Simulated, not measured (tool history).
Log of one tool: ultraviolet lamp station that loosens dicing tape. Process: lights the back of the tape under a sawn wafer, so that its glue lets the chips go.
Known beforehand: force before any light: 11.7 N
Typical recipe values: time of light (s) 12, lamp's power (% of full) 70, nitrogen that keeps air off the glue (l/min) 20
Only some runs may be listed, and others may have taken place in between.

run   hour  time of light (s)  lamp's power (% of full)  nitrogen that keeps air off the glue (l/min)  force that peels the tape off (N)  light that reached the tape (J/m2)
  1      0                 12                        70                                            20                              1.849                                2800
  2    7.1                 12                        70                                             6                                3.7                                2820
  3   15.2                 12                        70                                             6                              3.641                                2780
  4   27.3                 12                        70                                             6                              3.554                                2760
  5   37.9                 12                        70                                             6                              3.494                                2770
  6   50.7                 12                        70                                             6                              3.671                                2740
  7   64.3                 12                        70                                             6                              3.618                                2770
  8   71.8                 12                        70                                             6                              3.736                                2770
  9   79.9                 12                        70                                             6                              3.649                                2760
 10   93.5                 12                        70                                             6                              3.751                                2770
 11  103.1                 12                        70                                             6                              3.777                                2700
 12  113.5                 12                        70                                             6                              3.769                                2740
 13  123.7                 12                        70                                            20                              1.906                                2710
 14  133.9                 12                        70                                            20                              1.956                                2730
 15  144.3                  9                        70                                            10                              4.106                                2020
     145.6  -- window cleaned of glue's vapour
 16  151.3                 12                        98                                            31                               0.82                                3660
 17  159.2                 14                        72                                            16                              1.706                                3200
 18  168.2                 16                        75                                            20                              1.052                                3760
 19  181.3                 16                        75                                            20                              1.101                                3740
 20  187.8                  8                        94                                            20                              2.521                                2340
     198.4  -- window cleaned of glue's vapour, once more
 21  198.5                 15                        64                                             8                              2.767                                3180
 22  208.1                  9                        68                                            28                              2.621                                2020
 23  218.8                  9                        68                                            28                              2.654                                2000
 24  225.7                 15                        70                                            20                               1.27                                3430
 25  234.8                 12                        74                                             8                              3.011                                2920
 26    248                  8                        74                                             8                              4.663                                1980
 27    260                 12                        70                                            17                               2.11                                2740

What if the next run were any one of these 3? Each begins from the tool's condition after run 27:
  A  271.8                  6                        62                                            21                                  ?                                   ?
  B  271.8                 12                        70                                             6                                  ?                                   ?
  C  271.8                 15                        70                                            17                                  ?                                   ?

run  force that peels the tape off (N)  light that reached the tape (J/m2)
  A                              5.145                                1200
  B                              3.588                                2770
  C                              1.438                                3410
With no hidden state in the tool, these same runs would have given:
run  force that peels the tape off (N)  light that reached the tape (J/m2)
  A                              4.883                                1270
  B                               3.34                                2950
  C                              1.275                                3630
